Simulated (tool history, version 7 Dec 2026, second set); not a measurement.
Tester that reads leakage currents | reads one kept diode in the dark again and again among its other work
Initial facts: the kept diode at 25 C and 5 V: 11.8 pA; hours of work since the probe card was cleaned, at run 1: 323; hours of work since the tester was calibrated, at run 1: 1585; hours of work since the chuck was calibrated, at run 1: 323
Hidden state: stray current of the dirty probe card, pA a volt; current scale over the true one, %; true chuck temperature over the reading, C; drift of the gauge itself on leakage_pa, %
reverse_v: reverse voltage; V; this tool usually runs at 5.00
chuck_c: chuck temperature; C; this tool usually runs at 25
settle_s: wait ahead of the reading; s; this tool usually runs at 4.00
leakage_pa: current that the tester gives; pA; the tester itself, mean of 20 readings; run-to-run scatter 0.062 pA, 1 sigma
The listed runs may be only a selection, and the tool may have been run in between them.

run	hour	reverse_v	chuck_c	settle_s	hours of work since the probe card was cleaned	hours of work since the tester was calibrated	hours of work since the chuck was calibrated	leakage_pa
1	0.0	5.00	25	4.00	323	1585	323	12.28
2	95.7	5.00	25	4.00	391	1653	391	12.42
3	181.3	5.00	25	4.00	452	1714	452	12.35
4	241.2	5.00	25	4.00	495	1757	495	12.26
5	337.1	5.00	25	0.77	563	1825	563	13.92
6	433.6	5.00	25	0.77	632	1894	632	13.96
7	480.2	11.95	25	7.58	665	1928	665	18.13
8	527.0	11.95	25	7.58	699	1961	699	18.14
9	573.1	5.88	41	1.16	732	1994	732	52.37
10	652.3	3.73	21	4.00	788	2050	788	7.56
11	731.1	4.82	46	4.00	845	2107	845	69.27
12	789.3	4.20	33	4.00	886	2148	886	22.63

Alternative continuations, all from the tool just after run 12; predict every row:
# hour 837.5: chuck's temperature calibrated
A	856.4	5.00	52	4.00	933	2195	14	?
# hour 837.5: chuck's temperature calibrated
B	856.4	1.95	22	7.10	933	2195	14	?
# hour 837.5: chuck's temperature calibrated
C	856.4	1.81	28	4.00	933	2195	14	?
# hour 837.5: chuck's temperature calibrated
D	856.4	8.04	33	4.00	933	2195	14	?
# hour 837.5: chuck's temperature calibrated
E	856.4	5.00	25	2.13	933	2195	14	?

run	leakage_pa
A	111.59
B	5.96
C	10.05
D	30.31
E	12.71
Had the tool no hidden state, the same runs would have come out as:
run	leakage_pa
A	111.58
B	5.96
C	10.04
D	30.30
E	12.71
